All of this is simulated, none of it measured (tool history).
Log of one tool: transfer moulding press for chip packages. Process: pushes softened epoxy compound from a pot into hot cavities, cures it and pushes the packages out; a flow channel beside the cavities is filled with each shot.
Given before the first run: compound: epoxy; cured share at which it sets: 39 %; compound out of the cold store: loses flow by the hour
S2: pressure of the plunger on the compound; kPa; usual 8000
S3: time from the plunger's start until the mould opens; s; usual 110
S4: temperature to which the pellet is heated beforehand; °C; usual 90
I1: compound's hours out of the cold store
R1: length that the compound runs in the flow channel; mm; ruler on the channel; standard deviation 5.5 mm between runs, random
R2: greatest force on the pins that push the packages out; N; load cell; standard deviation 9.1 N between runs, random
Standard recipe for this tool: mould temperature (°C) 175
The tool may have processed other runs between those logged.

{"run": 1, "hour": 0.0, "mould temperature (°C)": 175, "S2": 8000, "S3": 110, "S4": 90, "I1": 40.5, "R1": 558, "R2": 808}
{"run": 2, "hour": 4.8, "mould temperature (°C)": 175, "S2": 8000, "S3": 110, "S4": 90, "I1": 21.9, "R1": 601, "R2": 798}
{"run": 3, "hour": 11.1, "mould temperature (°C)": 175, "S2": 8000, "S3": 110, "S4": 90, "I1": 14.1, "R1": 621, "R2": 816}
{"run": 4, "hour": 16.7, "mould temperature (°C)": 175, "S2": 6550, "S3": 110, "S4": 90, "I1": 15.6, "R1": 562, "R2": 812}
{"run": 5, "hour": 23.1, "mould temperature (°C)": 169, "S2": 8000, "S3": 110, "S4": 90, "I1": 10.3, "R1": 657, "R2": 1231}
{"run": 6, "hour": 32.5, "mould temperature (°C)": 169, "S2": 8000, "S3": 110, "S4": 90, "I1": 19.2, "R1": 630, "R2": 1207}
{"run": 7, "hour": 39.1, "mould temperature (°C)": 169, "S2": 8000, "S3": 110, "S4": 90, "I1": 8.1, "R1": 648, "R2": 1242}
{"run": 8, "hour": 47.7, "mould temperature (°C)": 178, "S2": 8000, "S3": 110, "S4": 90, "I1": 8.2, "R1": 627, "R2": 809}
{"run": 9, "hour": 56.5, "mould temperature (°C)": 178, "S2": 8000, "S3": 110, "S4": 90, "I1": 33.6, "R1": 559, "R2": 806}
{"run": 10, "hour": 60.9, "mould temperature (°C)": 178, "S2": 8000, "S3": 110, "S4": 90, "I1": 34.5, "R1": 559, "R2": 797}
{"hour": 63.9, "done": "cavities cleaned with cleaning compound and waxed"}
{"run": 11, "hour": 68.0, "mould temperature (°C)": 178, "S2": 8000, "S3": 110, "S4": 90, "I1": 15.7, "R1": 606, "R2": 913}
{"run": 12, "hour": 74.4, "mould temperature (°C)": 178, "S2": 8000, "S3": 109, "S4": 90, "I1": 27.2, "R1": 587, "R2": 898}
{"run": 13, "hour": 78.7, "mould temperature (°C)": 175, "S2": 8000, "S3": 110, "S4": 91, "I1": 42.6, "R1": 547, "R2": 933}
{"run": 14, "hour": 86.9, "mould temperature (°C)": 175, "S2": 8000, "S3": 110, "S4": 91, "I1": 23.2, "R1": 595, "R2": 910}

Run 15 is up next; what results do you expect?
{"run": 15, "hour": 93.4, "mould temperature (°C)": 175, "S2": 8000, "S3": 110, "S4": 91, "I1": 22.9, "R1": "?", "R2": "?"}

{"run 15": {"R1": 588, "R2": 899}}
Take away the tool's hidden state, keep the run-to-run variation as it was, and the same run would have given R1 596 mm, R2 407 N.
